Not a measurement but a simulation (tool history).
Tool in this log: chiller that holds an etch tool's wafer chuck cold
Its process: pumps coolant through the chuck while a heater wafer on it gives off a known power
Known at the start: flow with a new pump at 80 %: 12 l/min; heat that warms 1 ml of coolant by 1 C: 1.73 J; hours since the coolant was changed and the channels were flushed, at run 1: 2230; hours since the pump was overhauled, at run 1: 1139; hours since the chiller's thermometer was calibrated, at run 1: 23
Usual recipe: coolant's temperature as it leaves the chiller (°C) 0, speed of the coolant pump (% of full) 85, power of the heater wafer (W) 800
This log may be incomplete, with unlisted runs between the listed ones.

run	hour	coolant's temperature as it leaves the chiller (°C)	speed of the coolant pump (% of full)	power of the heater wafer (W)	hours since the coolant was changed and the channels were flushed	hours since the pump was overhauled	hours since the chiller's thermometer was calibrated	chuck's temperature once it has settled (°C)	how much warmer the coolant comes back (C)
1	0.0	0	85	800	2230	1139	23	7.03	2.24
2	89.6	0	85	800	2320	1229	112	7.32	2.29
3	161.2	-4	85	800	2392	1301	184	3.15	2.23
4	210.1	-4	85	800	2440	1350	233	3.17	2.26
5	299.0	0	85	800	2529	1438	322	7.01	2.27
6	409.8	0	85	800	2640	1549	433	7.26	2.24
7	483.1	0	85	800	2713	1623	506	7.13	2.29
8	574.1	0	85	800	2804	1714	597	7.22	2.27
9	670.7	0	85	800	2901	1810	693	7.22	2.27
10	770.0	0	85	800	3000	1909	793	7.23	2.26
11	846.7	0	85	800	3077	1986	869	7.28	2.29
12	955.0	0	85	800	3185	2094	978	7.24	2.35
13	1054.3	0	85	800	3285	2194	1077	7.25	2.26
14	1117.7	0	85	800	3348	2257	1140	7.29	2.33
15	1166.7	0	85	800	3397	2306	1189	7.39	2.33
16	1223.0	0	85	800	3453	2362	1246	7.29	2.33
17	1304.8	0	85	800	3535	2444	1328	7.45	2.31
18	1399.9	0	85	800	3630	2539	1423	7.45	2.30
19	1509.3	9	87	985	3740	2649	1532	17.90	2.86
20	1595.0	-2	67	800	3825	2734	1618	6.65	3.09
21	1692.8	8	67	800	3923	2832	1716	16.75	3.11
22	1800.3	-7	85	967	4031	2940	1823	2.08	2.90
23	1916.7	-7	85	1179	4147	3056	1939	4.23	3.55
24	1996.2	-1	85	1179	4226	3136	2019	10.15	3.57
# hour 2006.4: chiller's thermometer calibrated
25	2078.4	9	97	729	4308	3217	72	15.29	1.93
26	2182.6	3	99	792	4412	3321	176	9.79	2.00
27	2257.1	10	99	690	4486	3396	251	15.93	1.77
28	2324.5	-9	87	729	4554	3463	318	-2.32	2.16
29	2421.5	8	61	800	4651	3560	415	17.32	3.56
30	2526.4	4	67	888	4756	3665	520	13.80	3.55
31	2584.4	-1	62	888	4814	3723	578	9.35	3.88
32	2666.9	-7	79	904	4896	3805	660	2.07	2.95
# hour 2685.3: chiller's thermometer calibrated, once more
33	2764.3	-8	69	904	4993	3902	79	2.14	3.45

How the hidden state differs across the entries between the runs, from the last listed run before each to the first after it:
In the gap between runs 24 and 25: chiller's thermometer calibrated (hour 2006.4)
  heat passed by the chuck's channels, % of clean ones': 90.7 -> 90.5; flow at a given pump speed, % of a new pump's: 90.6 -> 90.3; coolant's true temperature over the reading, C: -0.14 -> -0.2
  difference, measured minus the result without the unlogged condition, chuck's temperature once it has settled (°C): +1.27 -> +0.63; how much warmer the coolant comes back (C): +0.33 -> +0.18
In the gap between runs 32 and 33: chiller's thermometer calibrated, once more (hour 2685.3)
  heat passed by the chuck's channels, % of clean ones': 89.3 -> 89.1; flow at a given pump speed, % of a new pump's: 88.5 -> 88.2; coolant's true temperature over the reading, C: -0.23 -> 0.02
  difference, measured minus the result without the unlogged condition, chuck's temperature once it has settled (°C): +1.13 -> +1.54; how much warmer the coolant comes back (C): +0.34 -> +0.42

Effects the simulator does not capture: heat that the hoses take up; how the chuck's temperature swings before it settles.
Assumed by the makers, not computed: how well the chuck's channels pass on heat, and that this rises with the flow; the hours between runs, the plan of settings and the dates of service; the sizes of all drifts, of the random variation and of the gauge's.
